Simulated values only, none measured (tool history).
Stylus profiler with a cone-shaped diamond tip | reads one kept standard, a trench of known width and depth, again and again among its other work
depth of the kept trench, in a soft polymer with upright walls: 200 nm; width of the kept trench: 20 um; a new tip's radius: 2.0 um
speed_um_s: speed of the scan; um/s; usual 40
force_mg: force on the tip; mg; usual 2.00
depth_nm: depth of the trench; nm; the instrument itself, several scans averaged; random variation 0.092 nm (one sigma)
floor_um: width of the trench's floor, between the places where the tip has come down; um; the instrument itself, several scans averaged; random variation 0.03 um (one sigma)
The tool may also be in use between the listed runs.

run	hour	speed_um_s	force_mg	depth_nm	floor_um
1	0.0	40	2.00	201.65	18.11
2	59.2	40	2.00	201.66	18.10
# hour 138.1: height scale calibrated on a step standard
3	152.8	40	2.00	201.51	18.10
4	233.2	40	2.20	201.69	18.13
5	297.1	40	2.20	201.70	18.07
6	390.0	134	2.20	201.50	17.68
7	454.6	39	2.00	201.73	18.09
8	514.1	40	2.00	201.63	18.14
9	618.2	40	2.00	201.55	18.09
10	710.4	19	2.00	201.57	18.17
11	809.3	19	2.00	201.46	18.15
12	871.1	19	2.72	201.82	18.23
13	967.6	19	2.72	201.86	18.24
14	1036.6	19	2.26	201.79	18.15
15	1150.3	19	2.26	201.70	18.16
16	1244.6	19	2.26	201.83	18.20
17	1332.7	50	2.00	201.45	18.07
18	1432.9	39	4.10	202.65	18.15
19	1494.7	39	4.10	202.57	18.15
20	1606.6	14	2.19	201.78	18.21
21	1657.8	67	5.86	203.40	18.07
# hour 1700.4: height scale calibrated on a step standard
22	1741.6	11	1.29	201.06	18.17
23	1794.9	11	1.29	201.23	18.21
24	1886.6	76	1.68	201.28	17.90
25	1959.3	23	2.00	201.44	18.14
26	2054.0	83	3.24	202.36	17.99
27	2169.6	24	2.58	201.81	18.17
28	2233.1	24	2.58	202.00	18.22
29	2326.5	24	2.58	201.76	18.20
30	2410.4	27	4.56	202.72	18.22
31	2519.0	41	1.87	201.46	18.09
32	2616.9	41	1.87	201.61	18.09

Forecast each of these 3 alternatives for the next run:
A	2713.3	40	0.84	?	?
B	2713.3	10	2.76	?	?
C	2713.3	38	5.72	?	?

run	depth_nm	floor_um
A	200.81	18.02
B	201.92	18.22
C	202.93	18.16
Without the tool's hidden state the same runs would have given:
run	depth_nm	floor_um
A	200.79	18.03
B	201.89	18.23
C	202.91	18.16
